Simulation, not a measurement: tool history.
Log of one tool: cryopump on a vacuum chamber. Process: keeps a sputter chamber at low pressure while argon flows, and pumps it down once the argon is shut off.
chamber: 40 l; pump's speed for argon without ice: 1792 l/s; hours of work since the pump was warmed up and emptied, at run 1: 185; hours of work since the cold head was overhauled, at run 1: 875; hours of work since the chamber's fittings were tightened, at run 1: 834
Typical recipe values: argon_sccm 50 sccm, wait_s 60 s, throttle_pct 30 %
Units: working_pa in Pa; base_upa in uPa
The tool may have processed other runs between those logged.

run,hour,argon_sccm,wait_s,throttle_pct,hours of work since the pump was warmed up and emptied,hours of work since the cold head was overhauled,hours of work since the chamber's fittings were tightened,working_pa,base_upa
1,0.0,50,60,30,185,875,834,0.1605,2.63
2,19.0,50,60,30,197,887,847,0.1604,2.63
3,56.9,50,60,30,221,912,871,0.1617,2.75
4,82.8,50,60,30,238,928,887,0.1601,2.75
5,118.2,50,60,30,260,950,910,0.1627,2.79
6,157.6,50,60,30,285,975,935,0.1629,3.00
7,187.0,50,60,30,304,994,953,0.1625,2.99
8,227.0,50,60,30,329,1020,979,0.1636,3.02
9,247.7,50,71,30,342,1033,992,0.1632,2.90
10,278.4,50,71,30,362,1052,1011,0.1635,3.00
11,316.4,50,71,30,386,1076,1035,0.1653,3.01
12,356.9,50,71,30,412,1102,1061,0.1656,3.22
13,390.2,50,60,30,433,1123,1082,0.1654,3.32
14,427.0,50,60,30,456,1147,1106,0.1648,3.42
# hour 458.9: leaking fittings of the chamber tightened, without venting
15,459.9,50,60,30,476,1166,1,0.1659,0.73
16,488.6,50,60,30,494,1184,19,0.1664,0.81
17,530.8,50,60,30,521,1211,46,0.1691,0.82
18,573.5,50,22,18,548,1238,73,0.2728,1.81
19,590.9,50,22,18,559,1249,84,0.2740,1.84
20,624.4,42,41,27,580,1271,105,0.1567,1.29
21,644.9,79,38,17,593,1284,118,0.4504,1.33
22,687.1,79,38,17,620,1311,145,0.4582,1.44
23,709.5,50,271,59,634,1325,159,0.0922,0.71

Predict the results of run 24:
24,728.2,23,27,60,646,1337,171,?,?

working_pa: 0.0424 Pa
base_upa: 1.82 uPa
With the hidden condition absent and the run-to-run variation left alone, this run would have shown working_pa 0.0365 Pa, base_upa 1.32 uPa.
